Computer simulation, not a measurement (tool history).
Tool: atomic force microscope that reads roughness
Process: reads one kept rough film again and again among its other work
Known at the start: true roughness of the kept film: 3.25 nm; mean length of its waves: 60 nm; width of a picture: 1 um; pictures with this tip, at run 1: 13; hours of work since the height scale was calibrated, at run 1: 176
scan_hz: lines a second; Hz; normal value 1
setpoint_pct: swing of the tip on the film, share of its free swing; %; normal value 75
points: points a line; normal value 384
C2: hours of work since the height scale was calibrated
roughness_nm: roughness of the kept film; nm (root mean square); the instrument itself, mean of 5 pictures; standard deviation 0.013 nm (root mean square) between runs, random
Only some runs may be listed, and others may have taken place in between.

Run 1, hour 0: usual settings; pictures with this tip 13; C2 176. Result: roughness_nm 3.006 nm (root mean square).
Run 2, hour 41.2: usual settings; pictures with this tip 54; C2 202. Result: roughness_nm 2.946 nm (root mean square).
Run 3, hour 73.4: usual settings but points 311; pictures with this tip 85; C2 223. Result: roughness_nm 2.893 nm (root mean square).
Run 4, hour 122.6: usual settings but points 311; pictures with this tip 133; C2 254. Result: roughness_nm 2.836 nm (root mean square).
Run 5, hour 151.7: usual settings but points 311; pictures with this tip 162; C2 273. Result: roughness_nm 2.817 nm (root mean square).
Run 6, hour 192.7: usual settings but points 311; pictures with this tip 202; C2 299. Result: roughness_nm 2.775 nm (root mean square).
At hour 210.8: new tip fitted.
Run 7, hour 240.3: usual settings but scan_hz 1.09 Hz; pictures with this tip 29; C2 329. Result: roughness_nm 2.978 nm (root mean square).
Run 8, hour 301.8: usual settings but scan_hz 1.09 Hz; pictures with this tip 89; C2 368. Result: roughness_nm 2.906 nm (root mean square).
Run 9, hour 336.2: usual settings but scan_hz 1.09 Hz; pictures with this tip 123; C2 390. Result: roughness_nm 2.842 nm (root mean square).
Run 10, hour 380.5: usual settings but points 278; pictures with this tip 166; C2 419. Result: roughness_nm 2.826 nm (root mean square).
At hour 436.2: new tip fitted.
Run 11, hour 439.3: usual settings but setpoint_pct 70 %; pictures with this tip 3; C2 456. Result: roughness_nm 3.083 nm (root mean square).
Run 12, hour 486.3: usual settings; pictures with this tip 49; C2 486. Result: roughness_nm 2.979 nm (root mean square).
Run 13, hour 549.9: usual settings but points 641; pictures with this tip 111; C2 526. Result: roughness_nm 2.857 nm (root mean square).
Run 14, hour 610.5: usual settings but points 641; pictures with this tip 170; C2 565. Result: roughness_nm 2.817 nm (root mean square).
Run 15, hour 650.7: usual settings but points 641; pictures with this tip 209; C2 591. Result: roughness_nm 2.766 nm (root mean square).
At hour 665.6: new tip fitted.
Run 16, hour 680.5: usual settings but points 510; pictures with this tip 15; C2 609. Result: roughness_nm 3.018 nm (root mean square).
Run 17, hour 738.4: usual settings but points 511; pictures with this tip 72; C2 646. Result: roughness_nm 2.941 nm (root mean square).
Run 18, hour 774.1: usual settings but points 511; pictures with this tip 106; C2 669. Result: roughness_nm 2.933 nm (root mean square).
Run 19, hour 803: usual settings but points 511; pictures with this tip 135; C2 688. Result: roughness_nm 2.881 nm (root mean square).
Run 20, hour 846.5: usual settings but points 511; pictures with this tip 177; C2 716. Result: roughness_nm 2.826 nm (root mean square).
At hour 891.9: new tip fitted.
Run 21, hour 907: usual settings but points 511; pictures with this tip 15; C2 754. Result: roughness_nm 3.04 nm (root mean square).
Run 22, hour 974.8: usual settings but setpoint_pct 69 %; pictures with this tip 81; C2 797. Result: roughness_nm 2.982 nm (root mean square).
Run 23, hour 1020: usual settings but setpoint_pct 69 %; pictures with this tip 125; C2 826. Result: roughness_nm 2.949 nm (root mean square).
Run 24, hour 1050.8: usual settings but setpoint_pct 69 %; pictures with this tip 155; C2 846. Result: roughness_nm 2.911 nm (root mean square).
Run 25, hour 1089.7: usual settings but setpoint_pct 60 %; pictures with this tip 193; C2 870. Result: roughness_nm 2.906 nm (root mean square).
At hour 1116.7: new tip fitted.
Run 26, hour 1144.8: usual settings but setpoint_pct 60 %, points 338; pictures with this tip 28; C2 905. Result: roughness_nm 3.087 nm (root mean square).
Run 27, hour 1187.6: usual settings but setpoint_pct 60 %, points 338; pictures with this tip 70; C2 933. Result: roughness_nm 3.021 nm (root mean square).
Run 28, hour 1242.3: usual settings but scan_hz 3.21 Hz, setpoint_pct 68 %, points 773; pictures with this tip 123; C2 968. Result: roughness_nm 2.763 nm (root mean square).
Run 29, hour 1292.5: usual settings but scan_hz 2.18 Hz, setpoint_pct 83 %, points 421; pictures with this tip 172; C2 1000. Result: roughness_nm 2.562 nm (root mean square).
At hour 1344: new tip fitted.
Run 30, hour 1344: usual settings but scan_hz 2.18 Hz, setpoint_pct 83 %, points 421; pictures with this tip 0; C2 1032. Result: roughness_nm 2.764 nm (root mean square).
Run 31, hour 1377.6: usual settings but scan_hz 1.5 Hz, points 395; pictures with this tip 33; C2 1054. Result: roughness_nm 2.966 nm (root mean square).
Run 32, hour 1422.2: usual settings but scan_hz 1.5 Hz, points 395; pictures with this tip 76; C2 1082. Result: roughness_nm 2.915 nm (root mean square).
Run 33, hour 1483.5: usual settings but scan_hz 1.23 Hz, setpoint_pct 63 %, points 395; pictures with this tip 136; C2 1121. Result: roughness_nm 2.966 nm (root mean square).
Run 34, hour 1520: usual settings but scan_hz 0.51 Hz, setpoint_pct 77 %, points 760; pictures with this tip 172; C2 1145. Result: roughness_nm 2.926 nm (root mean square).
At hour 1531.2: height scale calibrated on a step standard.
At hour 1570.1: new tip fitted.
Run 35, hour 1575: usual settings but scan_hz 1.54 Hz, setpoint_pct 84 %, points 325; pictures with this tip 5; C2 28. Result: roughness_nm 2.822 nm (root mean square).
Run 36, hour 1626.3: usual settings but scan_hz 3.38 Hz, setpoint_pct 84 %, points 535; pictures with this tip 55; C2 60. Result: roughness_nm 2.431 nm (root mean square).
Run 37, hour 1665.4: usual settings but scan_hz 2.72 Hz, setpoint_pct 64 %, points 571; pictures with this tip 94; C2 85. Result: roughness_nm 2.847 nm (root mean square).
Run 38, hour 1697.3: usual settings but scan_hz 0.8 Hz, setpoint_pct 81 %, points 339; pictures with this tip 125; C2 106. Result: roughness_nm 2.839 nm (root mean square).
Run 39, hour 1726.4: usual settings but scan_hz 0.8 Hz, setpoint_pct 55 %, points 669; pictures with this tip 153; C2 124. Result: roughness_nm 2.938 nm (root mean square).
Run 40, hour 1789.4: usual settings but scan_hz 0.67 Hz, setpoint_pct 76 %, points 569; pictures with this tip 215; C2 165. Result: roughness_nm 2.795 nm (root mean square).
At hour 1794.4: new tip fitted.
Run 41, hour 1848.8: usual settings but scan_hz 0.73 Hz, setpoint_pct 83 %; pictures with this tip 53; C2 202. Result: roughness_nm 2.945 nm (root mean square).
Run 42, hour 1904.3: usual settings but scan_hz 0.73 Hz, setpoint_pct 83 %; pictures with this tip 108; C2 238. Result: roughness_nm 2.874 nm (root mean square).
Run 43, hour 1963.9: usual settings but scan_hz 0.62 Hz, points 275; pictures with this tip 166; C2 276. Result: roughness_nm 2.86 nm (root mean square).
Run 44, hour 1999.7: usual settings but scan_hz 1.82 Hz, setpoint_pct 90 %, points 361; pictures with this tip 201; C2 299. Result: roughness_nm 2.445 nm (root mean square).
At hour 2021.1: new tip fitted.
Run 45, hour 2047.3: usual settings but scan_hz 2.33 Hz, setpoint_pct 58 %, points 361; pictures with this tip 26; C2 329. Result: roughness_nm 3.027 nm (root mean square).
Run 46, hour 2095.9: usual settings but scan_hz 3.03 Hz, setpoint_pct 80 %, points 383; pictures with this tip 73; C2 360. Result: roughness_nm 2.573 nm (root mean square).
Run 47, hour 2147.3: usual settings but scan_hz 1.11 Hz, setpoint_pct 80 %, points 475; pictures with this tip 124; C2 392. Result: roughness_nm 2.82 nm (root mean square).
Run 48, hour 2192.9: usual settings but scan_hz 0.72 Hz, setpoint_pct 80 %, points 621; pictures with this tip 168; C2 422. Result: roughness_nm 2.818 nm (root mean square).
Run 49, hour 2222.8: usual settings but scan_hz 1.43 Hz, setpoint_pct 83 %, points 533; pictures with this tip 197; C2 441. Result: roughness_nm 2.65 nm (root mean square).
At hour 2248: new tip fitted.
Run 50, hour 2280.6: usual settings but scan_hz 1.43 Hz, setpoint_pct 83 %, points 533; pictures with this tip 32; C2 477. Result: roughness_nm 2.844 nm (root mean square).
Run 51, hour 2313.3: usual settings but scan_hz 1.43 Hz, setpoint_pct 83 %, points 544; pictures with this tip 64; C2 498. Result: roughness_nm 2.795 nm (root mean square).
Run 52, hour 2380: usual settings but scan_hz 2.06 Hz; pictures with this tip 129; C2 541. Result: roughness_nm 2.732 nm (root mean square).
Run 53, hour 2423.3: usual settings but scan_hz 2.06 Hz; pictures with this tip 172; C2 568. Result: roughness_nm 2.689 nm (root mean square).

What differs in the tool's unlogged condition from the final listed run ahead of each entry between runs to the first listed run following it?
Runs 6 to 7: new tip fitted (hour 210.8)
  radius of the tip, nm: 33.5 -> 11.7; height scale over the true one, %: 0.41 -> 0.47
  measured result minus the result with no hidden state, roughness_nm: -0.242 -> -0.035 nm (root mean square)
Runs 10 to 11: new tip fitted (hour 436.2)
  radius of the tip, nm: 29 -> 8.2; height scale over the true one, %: 0.64 -> 0.72
  measured result minus the result with no hidden state, roughness_nm: -0.197 -> +0.009 nm (root mean square)
Runs 15 to 16: new tip fitted (hour 665.6)
  radius of the tip, nm: 34.8 -> 9.4; height scale over the true one, %: 0.98 -> 1.02
  measured result minus the result with no hidden state, roughness_nm: -0.239 -> +0.005 nm (root mean square)
Runs 20 to 21: new tip fitted (hour 891.9)
  radius of the tip, nm: 29.4 -> 9.9; height scale over the true one, %: 1.22 -> 1.3
  measured result minus the result with no hidden state, roughness_nm: -0.183 -> +0.008 nm (root mean square)
Runs 25 to 26: new tip fitted (hour 1116.7)
  radius of the tip, nm: 31.9 -> 11.2; height scale over the true one, %: 1.51 -> 1.58
  measured result minus the result with no hidden state, roughness_nm: -0.205 -> +0.004 nm (root mean square)
Runs 29 to 30: new tip fitted (hour 1344)
  radius of the tip, nm: 30.4 -> 7.4; height scale over the true one, %: 1.77 -> 1.84
  measured result minus the result with no hidden state, roughness_nm: -0.16 -> +0.046 nm (root mean square)
Runs 34 to 35: height scale calibrated on a step standard (hour 1531.2); new tip fitted (hour 1570.1)
  radius of the tip, nm: 28.4 -> 7.8; height scale over the true one, %: 2.05 -> 0.04
  measured result minus the result with no hidden state, roughness_nm: -0.155 -> -0.008 nm (root mean square)
Runs 40 to 41: new tip fitted (hour 1794.4)
  radius of the tip, nm: 35.1 -> 15; height scale over the true one, %: 0.3 -> 0.37
  measured result minus the result with no hidden state, roughness_nm: -0.265 -> -0.071 nm (root mean square)
Runs 44 to 45: new tip fitted (hour 2021.1)
  radius of the tip, nm: 33.5 -> 11.1; height scale over the true one, %: 0.56 -> 0.62
  measured result minus the result with no hidden state, roughness_nm: -0.21 -> -0.024 nm (root mean square)
Runs 49 to 50: new tip fitted (hour 2248)
  radius of the tip, nm: 33.1 -> 11.4; height scale over the true one, %: 0.84 -> 0.91
  measured result minus the result with no hidden state, roughness_nm: -0.217 -> -0.017 nm (root mean square)

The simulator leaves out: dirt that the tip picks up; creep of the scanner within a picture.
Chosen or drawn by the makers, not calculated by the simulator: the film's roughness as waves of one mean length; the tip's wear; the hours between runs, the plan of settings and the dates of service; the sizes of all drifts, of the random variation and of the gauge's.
